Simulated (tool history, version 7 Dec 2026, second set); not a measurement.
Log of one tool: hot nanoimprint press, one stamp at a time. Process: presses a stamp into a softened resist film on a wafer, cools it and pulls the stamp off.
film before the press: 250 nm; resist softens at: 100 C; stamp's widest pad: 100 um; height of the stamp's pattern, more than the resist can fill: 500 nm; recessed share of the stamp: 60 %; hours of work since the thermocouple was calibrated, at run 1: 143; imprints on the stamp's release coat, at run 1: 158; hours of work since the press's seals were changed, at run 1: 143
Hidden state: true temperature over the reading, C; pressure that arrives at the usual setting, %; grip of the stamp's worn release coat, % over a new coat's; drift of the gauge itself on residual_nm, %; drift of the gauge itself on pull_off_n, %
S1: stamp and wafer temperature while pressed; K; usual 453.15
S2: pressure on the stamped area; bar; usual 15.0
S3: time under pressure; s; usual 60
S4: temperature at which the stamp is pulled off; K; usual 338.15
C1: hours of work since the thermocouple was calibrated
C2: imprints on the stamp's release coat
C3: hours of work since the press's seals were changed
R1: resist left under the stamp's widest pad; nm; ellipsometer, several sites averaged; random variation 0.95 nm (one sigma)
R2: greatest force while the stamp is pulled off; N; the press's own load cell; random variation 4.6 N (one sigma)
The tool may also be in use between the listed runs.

{"run": 1, "hour": 0.0, "S1": 453.15, "S2": 15.0, "S3": 60, "S4": 338.15, "C1": 143, "C2": 158, "C3": 143, "R1": 131.9, "R2": 234}
{"run": 2, "hour": 34.4, "S1": 453.15, "S2": 15.0, "S3": 60, "S4": 338.15, "C1": 167, "C2": 303, "C3": 167, "R1": 131.9, "R2": 248}
{"run": 3, "hour": 58.7, "S1": 453.15, "S2": 15.0, "S3": 60, "S4": 338.15, "C1": 184, "C2": 406, "C3": 184, "R1": 131.4, "R2": 244}
{"run": 4, "hour": 95.3, "S1": 453.15, "S2": 15.0, "S3": 60, "S4": 338.15, "C1": 210, "C2": 560, "C3": 210, "R1": 130.5, "R2": 247}
{"run": 5, "hour": 130.2, "S1": 453.15, "S2": 15.0, "S3": 60, "S4": 338.15, "C1": 234, "C2": 707, "C3": 234, "R1": 129.7, "R2": 255}
{"run": 6, "hour": 156.1, "S1": 453.15, "S2": 15.0, "S3": 60, "S4": 338.15, "C1": 252, "C2": 816, "C3": 252, "R1": 131.1, "R2": 275}
{"run": 7, "hour": 181.4, "S1": 453.15, "S2": 15.0, "S3": 60, "S4": 338.15, "C1": 270, "C2": 923, "C3": 270, "R1": 130.5, "R2": 282}
{"run": 8, "hour": 197.6, "S1": 453.15, "S2": 15.0, "S3": 60, "S4": 338.15, "C1": 281, "C2": 991, "C3": 281, "R1": 131.6, "R2": 281}
{"run": 9, "hour": 223.5, "S1": 453.15, "S2": 15.0, "S3": 94, "S4": 338.15, "C1": 299, "C2": 1100, "C3": 299, "R1": 111.0, "R2": 287}
{"hour": 257.1, "done": "stamp cleaned and given a new release coat"}
{"run": 10, "hour": 265.5, "S1": 453.15, "S2": 15.0, "S3": 94, "S4": 338.15, "C1": 324, "C2": 35, "C3": 324, "R1": 111.0, "R2": 223}
{"run": 11, "hour": 300.8, "S1": 453.15, "S2": 15.0, "S3": 60, "S4": 338.15, "C1": 349, "C2": 184, "C3": 349, "R1": 130.1, "R2": 223}
{"run": 12, "hour": 323.1, "S1": 453.15, "S2": 15.0, "S3": 60, "S4": 346.15, "C1": 364, "C2": 278, "C3": 364, "R1": 130.9, "R2": 193}
{"run": 13, "hour": 361.9, "S1": 453.15, "S2": 15.0, "S3": 108, "S4": 346.15, "C1": 391, "C2": 441, "C3": 391, "R1": 103.3, "R2": 202}
{"run": 14, "hour": 380.2, "S1": 453.15, "S2": 15.0, "S3": 108, "S4": 346.15, "C1": 404, "C2": 518, "C3": 404, "R1": 103.3, "R2": 195}
{"run": 15, "hour": 411.3, "S1": 453.15, "S2": 15.0, "S3": 108, "S4": 346.15, "C1": 426, "C2": 650, "C3": 426, "R1": 104.8, "R2": 207}
{"run": 16, "hour": 446.7, "S1": 453.15, "S2": 15.0, "S3": 54, "S4": 346.15, "C1": 450, "C2": 799, "C3": 450, "R1": 132.7, "R2": 208}
{"run": 17, "hour": 486.2, "S1": 462.15, "S2": 12.5, "S3": 60, "S4": 333.15, "C1": 478, "C2": 965, "C3": 478, "R1": 110.9, "R2": 303}
{"run": 18, "hour": 523.8, "S1": 462.15, "S2": 12.5, "S3": 60, "S4": 333.15, "C1": 504, "C2": 1124, "C3": 504, "R1": 110.0, "R2": 314}
{"hour": 550.2, "done": "stamp cleaned and given a new release coat"}
{"run": 19, "hour": 550.2, "S1": 450.15, "S2": 12.5, "S3": 52, "S4": 325.15, "C1": 518, "C2": 0, "C3": 518, "R1": 154.7, "R2": 282}
{"run": 20, "hour": 589.8, "S1": 450.15, "S2": 12.5, "S3": 52, "S4": 325.15, "C1": 546, "C2": 166, "C3": 546, "R1": 155.0, "R2": 294}
{"run": 21, "hour": 621.8, "S1": 450.15, "S2": 12.5, "S3": 52, "S4": 325.15, "C1": 568, "C2": 302, "C3": 568, "R1": 154.9, "R2": 312}
{"hour": 638.3, "done": "press's hydraulic seals changed and the load cell set to zero"}
{"hour": 644.5, "done": "plate thermocouple calibrated"}
{"run": 22, "hour": 660.7, "S1": 450.15, "S2": 12.5, "S3": 52, "S4": 325.15, "C1": 11, "C2": 419, "C3": 14, "R1": 162.3, "R2": 332}
{"run": 23, "hour": 699.6, "S1": 450.15, "S2": 16.0, "S3": 52, "S4": 332.15, "C1": 38, "C2": 583, "C3": 41, "R1": 147.8, "R2": 306}
{"run": 24, "hour": 729.2, "S1": 448.15, "S2": 15.0, "S3": 47, "S4": 326.15, "C1": 59, "C2": 708, "C3": 61, "R1": 162.7, "R2": 344}
{"run": 25, "hour": 764.4, "S1": 448.15, "S2": 15.0, "S3": 30, "S4": 335.15, "C1": 84, "C2": 856, "C3": 86, "R1": 181.3, "R2": 298}
{"run": 26, "hour": 787.8, "S1": 461.15, "S2": 9.5, "S3": 46, "S4": 339.15, "C1": 100, "C2": 955, "C3": 102, "R1": 142.3, "R2": 281}
{"run": 27, "hour": 824.5, "S1": 461.15, "S2": 9.5, "S3": 46, "S4": 339.15, "C1": 125, "C2": 1110, "C3": 128, "R1": 145.4, "R2": 271}
{"hour": 853.0, "done": "stamp cleaned and given a new release coat"}
{"run": 28, "hour": 861.2, "S1": 453.15, "S2": 15.0, "S3": 90, "S4": 346.15, "C1": 147, "C2": 35, "C3": 149, "R1": 114.6, "R2": 178}
{"run": 29, "hour": 878.2, "S1": 460.15, "S2": 10.2, "S3": 49, "S4": 346.15, "C1": 159, "C2": 107, "C3": 161, "R1": 139.8, "R2": 183}

5 ways to go on from here, each from the tool as it stands after run 29. What would each give?
{"run": "A", "hour": 899.2, "S1": 458.15, "S2": 15.0, "S3": 118, "S4": 336.15, "C1": 173, "C2": 195, "C3": 176, "R1": "?", "R2": "?"}
{"run": "B", "hour": 899.2, "S1": 453.15, "S2": 15.0, "S3": 54, "S4": 343.15, "C1": 173, "C2": 195, "C3": 176, "R1": "?", "R2": "?"}
{"run": "C", "hour": 899.2, "S1": 463.15, "S2": 17.0, "S3": 49, "S4": 343.15, "C1": 173, "C2": 195, "C3": 176, "R1": "?", "R2": "?"}
{"run": "D", "hour": 899.2, "S1": 453.15, "S2": 21.0, "S3": 41, "S4": 326.15, "C1": 173, "C2": 195, "C3": 176, "R1": "?", "R2": "?"}
{"run": "E", "hour": 899.2, "S1": 453.15, "S2": 15.0, "S3": 60, "S4": 344.15, "C1": 173, "C2": 195, "C3": 176, "R1": "?", "R2": "?"}

run=A R1=88.8 R2=246
run=B R1=137.0 R2=202
run=C R1=104.8 R2=206
run=D R1=132.9 R2=307
run=E R1=131.5 R2=194
Without the tool's hidden state the same runs would have given:
run=A R1=90.1 R2=238
run=B R1=138.9 R2=196
run=C R1=106.2 R2=200
run=D R1=134.6 R2=296
run=E R1=133.3 R2=188
